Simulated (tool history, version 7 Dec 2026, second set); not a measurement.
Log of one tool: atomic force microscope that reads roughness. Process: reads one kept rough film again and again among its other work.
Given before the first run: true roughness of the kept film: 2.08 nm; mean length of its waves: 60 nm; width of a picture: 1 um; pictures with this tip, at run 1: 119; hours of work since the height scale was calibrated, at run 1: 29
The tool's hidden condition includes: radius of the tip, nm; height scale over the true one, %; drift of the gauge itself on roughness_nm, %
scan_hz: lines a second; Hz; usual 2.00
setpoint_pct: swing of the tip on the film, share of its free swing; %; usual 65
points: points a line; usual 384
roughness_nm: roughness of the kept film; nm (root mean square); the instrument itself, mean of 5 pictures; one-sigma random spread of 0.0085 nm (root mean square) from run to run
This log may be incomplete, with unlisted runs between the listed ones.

| run | hour | scan_hz | setpoint_pct | points | pictures with this tip | hours of work since the height scale was calibrated | roughness_nm |
|---|---|---|---|---|---|---|---|
| 1 | 0.0 | 2.00 | 65 | 384 | 119 | 29 | 1.875 |
| 2 | 73.8 | 2.00 | 65 | 384 | 195 | 74 | 1.852 |
| 3 | 129.4 | 2.00 | 65 | 384 | 252 | 108 | 1.846 |
|  | 160.6 | new tip fitted |
| 4 | 175.2 | 2.00 | 65 | 384 | 15 | 135 | 1.888 |
| 5 | 208.9 | 2.00 | 65 | 384 | 49 | 156 | 1.867 |
| 6 | 256.6 | 2.00 | 65 | 384 | 98 | 185 | 1.864 |
| 7 | 322.6 | 2.00 | 65 | 507 | 166 | 226 | 1.856 |
| 8 | 388.8 | 2.00 | 65 | 603 | 234 | 266 | 1.834 |
|  | 434.0 | new tip fitted |
| 9 | 434.0 | 2.00 | 65 | 603 | 0 | 293 | 1.860 |
| 10 | 505.9 | 2.00 | 65 | 384 | 74 | 337 | 1.853 |
| 11 | 563.0 | 2.00 | 65 | 688 | 132 | 372 | 1.854 |
| 12 | 608.3 | 2.00 | 65 | 688 | 179 | 400 | 1.854 |
| 13 | 643.4 | 2.00 | 65 | 688 | 215 | 421 | 1.830 |
| 14 | 685.8 | 2.00 | 65 | 384 | 259 | 447 | 1.825 |
|  | 711.0 | new tip fitted |
| 15 | 748.1 | 2.00 | 65 | 384 | 38 | 485 | 1.862 |
| 16 | 823.7 | 2.00 | 65 | 284 | 116 | 531 | 1.859 |
| 17 | 861.5 | 2.00 | 65 | 284 | 155 | 554 | 1.835 |
| 18 | 922.8 | 2.00 | 65 | 284 | 218 | 592 | 1.828 |
| 19 | 965.3 | 2.00 | 65 | 284 | 262 | 618 | 1.828 |
|  | 985.3 | new tip fitted |
| 20 | 1024.1 | 2.00 | 65 | 373 | 40 | 653 | 1.851 |
| 21 | 1064.3 | 2.00 | 65 | 373 | 81 | 678 | 1.859 |
| 22 | 1097.6 | 3.50 | 65 | 384 | 116 | 698 | 1.740 |
| 23 | 1134.2 | 3.50 | 65 | 384 | 153 | 721 | 1.742 |
| 24 | 1184.5 | 3.50 | 65 | 384 | 205 | 752 | 1.735 |
|  | 1258.9 | new tip fitted |
| 25 | 1258.9 | 3.50 | 65 | 384 | 0 | 797 | 1.755 |
| 26 | 1331.8 | 0.73 | 71 | 1014 | 75 | 841 | 1.947 |
| 27 | 1397.9 | 0.51 | 67 | 258 | 143 | 882 | 1.951 |
| 28 | 1456.7 | 0.51 | 67 | 258 | 204 | 918 | 1.928 |
| 29 | 1506.4 | 0.51 | 67 | 258 | 255 | 948 | 1.935 |
|  | 1534.3 | new tip fitted |
| 30 | 1566.5 | 2.00 | 65 | 585 | 34 | 984 | 1.860 |
| 31 | 1600.0 | 0.61 | 73 | 409 | 68 | 1005 | 1.933 |
| 32 | 1630.6 | 0.60 | 58 | 346 | 99 | 1024 | 1.980 |
|  | 1636.1 | height scale calibrated on a step standard |
| 33 | 1683.6 | 2.00 | 72 | 384 | 153 | 29 | 1.755 |
| 34 | 1738.5 | 0.51 | 57 | 719 | 210 | 63 | 1.954 |
| 35 | 1777.8 | 0.51 | 63 | 259 | 250 | 87 | 1.920 |
|  | 1813.9 | new tip fitted |
| 36 | 1841.1 | 0.51 | 89 | 523 | 28 | 125 | 1.852 |
| 37 | 1878.3 | 0.51 | 89 | 523 | 66 | 148 | 1.865 |
|  | 1922.2 | height scale calibrated on a step standard, once more |
| 38 | 1951.4 | 0.55 | 77 | 360 | 140 | 18 | 1.921 |
| 39 | 2023.8 | 0.61 | 81 | 802 | 215 | 62 | 1.889 |
| 40 | 2075.2 | 0.54 | 73 | 473 | 268 | 94 | 1.915 |
|  | 2092.3 | new tip fitted |
| 41 | 2137.9 | 0.54 | 73 | 473 | 47 | 132 | 1.989 |
| 42 | 2190.1 | 0.54 | 73 | 473 | 100 | 163 | 1.962 |
| 43 | 2231.3 | 0.54 | 73 | 473 | 143 | 189 | 1.964 |
| 44 | 2263.2 | 2.00 | 66 | 811 | 176 | 208 | 1.852 |
| 45 | 2299.2 | 2.00 | 83 | 384 | 213 | 230 | 1.632 |
| 46 | 2360.9 | 2.00 | 83 | 384 | 276 | 268 | 1.623 |
|  | 2365.6 | new tip fitted |
| 47 | 2419.2 | 2.00 | 83 | 384 | 55 | 303 | 1.652 |

Measured less the same run without the tool's hidden state. The same run-to-run variation is in both; the gauge's scatter may not be:
| run | roughness_nm |
|---|---|
| 1 | -0.021 |
| 2 | -0.035 |
| 3 | -0.047 |
| 4 | -0.007 |
| 5 | -0.014 |
| 6 | -0.023 |
| 7 | -0.037 |
| 8 | -0.049 |
| 9 | -0.007 |
| 10 | -0.022 |
| 11 | -0.034 |
| 12 | -0.044 |
| 13 | -0.050 |
| 14 | -0.058 |
| 15 | -0.018 |
| 16 | -0.031 |
| 17 | -0.039 |
| 18 | -0.050 |
| 19 | -0.060 |
| 20 | -0.023 |
| 21 | -0.031 |
| 22 | -0.034 |
| 23 | -0.041 |
| 24 | -0.050 |
| 25 | -0.016 |
| 26 | -0.033 |
| 27 | -0.046 |
| 28 | -0.058 |
| 29 | -0.068 |
| 30 | -0.027 |
| 31 | -0.036 |
| 32 | -0.044 |
| 33 | -0.054 |
| 34 | -0.073 |
| 35 | -0.079 |
| 36 | -0.034 |
| 37 | -0.042 |
| 38 | -0.029 |
| 39 | -0.044 |
| 40 | -0.055 |
| 41 | -0.011 |
| 42 | -0.021 |
| 43 | -0.029 |
| 44 | -0.034 |
| 45 | -0.037 |
| 46 | -0.048 |
| 47 | -0.015 |
